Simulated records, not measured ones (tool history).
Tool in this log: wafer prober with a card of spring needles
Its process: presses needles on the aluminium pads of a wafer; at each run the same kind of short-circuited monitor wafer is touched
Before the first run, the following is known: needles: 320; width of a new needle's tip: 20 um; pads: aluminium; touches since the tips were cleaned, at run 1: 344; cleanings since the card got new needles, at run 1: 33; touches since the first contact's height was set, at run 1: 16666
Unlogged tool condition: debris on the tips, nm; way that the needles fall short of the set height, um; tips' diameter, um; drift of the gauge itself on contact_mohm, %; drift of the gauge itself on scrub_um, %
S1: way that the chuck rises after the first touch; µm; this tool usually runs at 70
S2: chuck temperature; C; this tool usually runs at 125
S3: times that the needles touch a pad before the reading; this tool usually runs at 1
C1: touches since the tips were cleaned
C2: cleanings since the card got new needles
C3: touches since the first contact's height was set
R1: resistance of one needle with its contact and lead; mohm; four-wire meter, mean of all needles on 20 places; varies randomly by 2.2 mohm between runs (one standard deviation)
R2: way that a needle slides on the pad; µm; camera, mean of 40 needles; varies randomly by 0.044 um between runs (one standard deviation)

| run | day | S1 | S2 | S3 | C1 | C2 | C3 | R1 | R2 |
|---|---|---|---|---|---|---|---|---|---|
| 1 | 0.000 | 70 | 125 | 1 | 344 | 33 | 16666 | 246 | 12.12 |
|  | 0.525 | tips cleaned on abrasive film |
| 2 | 0.796 | 70 | 125 | 1 | 2585 | 34 | 24202 | 268 | 12.08 |
|  | 0.992 | tips cleaned on abrasive film |
|  | 1.488 | tips cleaned on abrasive film |
|  | 2.000 | tips cleaned on abrasive film |
| 3 | 2.358 | 50 | 125 | 1 | 3401 | 37 | 38952 | 282 | 8.53 |
|  | 2.467 | tips cleaned on abrasive film |
|  | 2.958 | tips cleaned on abrasive film |
|  | 3.354 | tips cleaned on abrasive film, once more |
| 4 | 3.604 | 70 | 125 | 2 | 2394 | 40 | 50722 | 249 | 11.96 |
|  | 3.904 | tips cleaned on abrasive film |
|  | 4.367 | tips cleaned on abrasive film |
|  | 4.854 | tips cleaned on abrasive film |
| 5 | 5.004 | 70 | 125 | 2 | 1404 | 43 | 63898 | 246 | 11.99 |
|  | 5.350 | tips cleaned on abrasive film |
| 6 | 5.738 | 70 | 125 | 2 | 3715 | 44 | 70878 | 249 | 11.91 |
|  | 5.829 | tips cleaned on abrasive film |
|  | 6.175 | height of the first contact set anew |
|  | 6.392 | tips cleaned on abrasive film |
| 7 | 6.762 | 70 | 125 | 2 | 3541 | 46 | 5581 | 246 | 12.19 |
|  | 6.883 | tips cleaned on abrasive film |
|  | 7.350 | tips cleaned on abrasive film |
| 8 | 7.458 | 70 | 65 | 2 | 1031 | 48 | 12103 | 235 | 12.15 |
|  | 7.829 | tips cleaned on abrasive film |
| 9 | 8.204 | 70 | 125 | 1 | 3560 | 49 | 19172 | 257 | 12.15 |
|  | 8.321 | tips cleaned on abrasive film |
|  | 8.808 | tips cleaned on abrasive film |
| 10 | 9.129 | 70 | 125 | 1 | 3039 | 51 | 27889 | 256 | 12.19 |
|  | 9.333 | tips cleaned on abrasive film |
|  | 9.817 | tips cleaned on abrasive film |
|  | 10.321 | tips cleaned on abrasive film |
| 11 | 10.442 | 67 | 125 | 1 | 1147 | 54 | 40291 | 251 | 11.43 |
|  | 10.867 | tips cleaned on abrasive film |
|  | 11.358 | tips cleaned on abrasive film |
| 12 | 11.696 | 70 | 67 | 1 | 3235 | 56 | 52151 | 243 | 11.91 |
|  | 11.908 | tips cleaned on abrasive film |
|  | 12.383 | tips cleaned on abrasive film |
|  | 12.912 | tips cleaned on abrasive film |
| 13 | 13.325 | 70 | 67 | 1 | 3908 | 59 | 67533 | 242 | 11.90 |
|  | 13.412 | tips cleaned on abrasive film |
|  | 13.967 | tips cleaned on abrasive film |
|  | 14.200 | height of the first contact set anew |
| 14 | 14.338 | 51 | 67 | 1 | 3401 | 61 | 1287 | 266 | 8.86 |
|  | 14.500 | tips cleaned on abrasive film |
|  | 15.025 | tips cleaned on abrasive film |
| 15 | 15.096 | 81 | 44 | 1 | 695 | 63 | 8448 | 223 | 14.12 |
|  | 15.521 | tips cleaned on abrasive film |
|  | 16.029 | tips cleaned on abrasive film |
| 16 | 16.358 | 60 | 125 | 1 | 3135 | 65 | 20392 | 267 | 10.41 |
|  | 16.562 | tips cleaned on abrasive film |
|  | 17.083 | tips cleaned on abrasive film |
| 17 | 17.296 | 60 | 103 | 2 | 2024 | 67 | 29206 | 253 | 10.27 |
|  | 17.608 | tips cleaned on abrasive film |
|  | 18.146 | tips cleaned on abrasive film |
| 18 | 18.146 | 80 | 71 | 3 | 0 | 69 | 37248 | 227 | 13.67 |
|  | 18.708 | tips cleaned on abrasive film |
|  | 19.279 | tips cleaned on abrasive film |
| 19 | 19.721 | 80 | 71 | 3 | 4172 | 71 | 52136 | 232 | 13.70 |
|  | 19.838 | tips cleaned on abrasive film |
|  | 20.358 | tips cleaned on abrasive film |
| 20 | 20.525 | 80 | 71 | 3 | 1587 | 73 | 59745 | 230 | 13.68 |
|  | 20.929 | tips cleaned on abrasive film |
| 21 | 21.217 | 71 | 73 | 2 | 2732 | 74 | 66290 | 244 | 12.15 |
|  | 21.438 | tips cleaned on abrasive film |
|  | 21.900 | tips cleaned on abrasive film |
|  | 22.200 | height of the first contact set anew |
|  | 22.425 | tips cleaned on abrasive film |
| 22 | 22.425 | 71 | 73 | 2 | 0 | 77 | 2116 | 229 | 12.31 |
|  | 22.942 | tips cleaned on abrasive film |
|  | 23.458 | tips cleaned on abrasive film |
| 23 | 23.692 | 56 | 82 | 1 | 2210 | 79 | 14071 | 264 | 9.69 |
|  | 24.000 | tips cleaned on abrasive film |
|  | 24.554 | tips cleaned on abrasive film |
|  | 25.067 | tips cleaned on abrasive film |
| 24 | 25.342 | 70 | 25 | 1 | 2605 | 82 | 29665 | 234 | 12.03 |
|  | 25.554 | tips cleaned on abrasive film |
|  | 26.108 | tips cleaned on abrasive film |
|  | 26.662 | tips cleaned on abrasive film |
| 25 | 26.812 | 56 | 40 | 1 | 1444 | 85 | 43561 | 239 | 9.54 |
|  | 27.138 | tips cleaned on abrasive film |
|  | 27.654 | tips cleaned on abrasive film |
|  | 28.150 | tips cleaned on abrasive film |
| 26 | 28.300 | 70 | 91 | 1 | 1428 | 88 | 57610 | 242 | 11.94 |

Predict each of these 4 candidate next runs independently; none follows another, all start after run 26:
|  | 28.688 | tips cleaned on abrasive film |
| A | 28.988 | 58 | 91 | 1 | 2845 | 89 | 64091 | ? | ? |
|  | 28.688 | tips cleaned on abrasive film |
| B | 28.988 | 68 | 125 | 1 | 2845 | 89 | 64091 | ? | ? |
|  | 28.688 | tips cleaned on abrasive film |
| C | 28.988 | 74 | 125 | 1 | 2845 | 89 | 64091 | ? | ? |
|  | 28.688 | tips cleaned on abrasive film |
| D | 28.988 | 89 | 51 | 2 | 2845 | 89 | 64091 | ? | ? |

| run | R1 | R2 |
|---|---|---|
| A | 257 | 9.85 |
| B | 261 | 11.53 |
| C | 259 | 12.59 |
| D | 230 | 15.27 |
The same runs, with their run-to-run variation unchanged, on a tool lacking any hidden condition would have given:
| run | R1 | R2 |
|---|---|---|
| A | 231 | 10.09 |
| B | 242 | 11.77 |
| C | 242 | 12.83 |
| D | 222 | 15.51 |
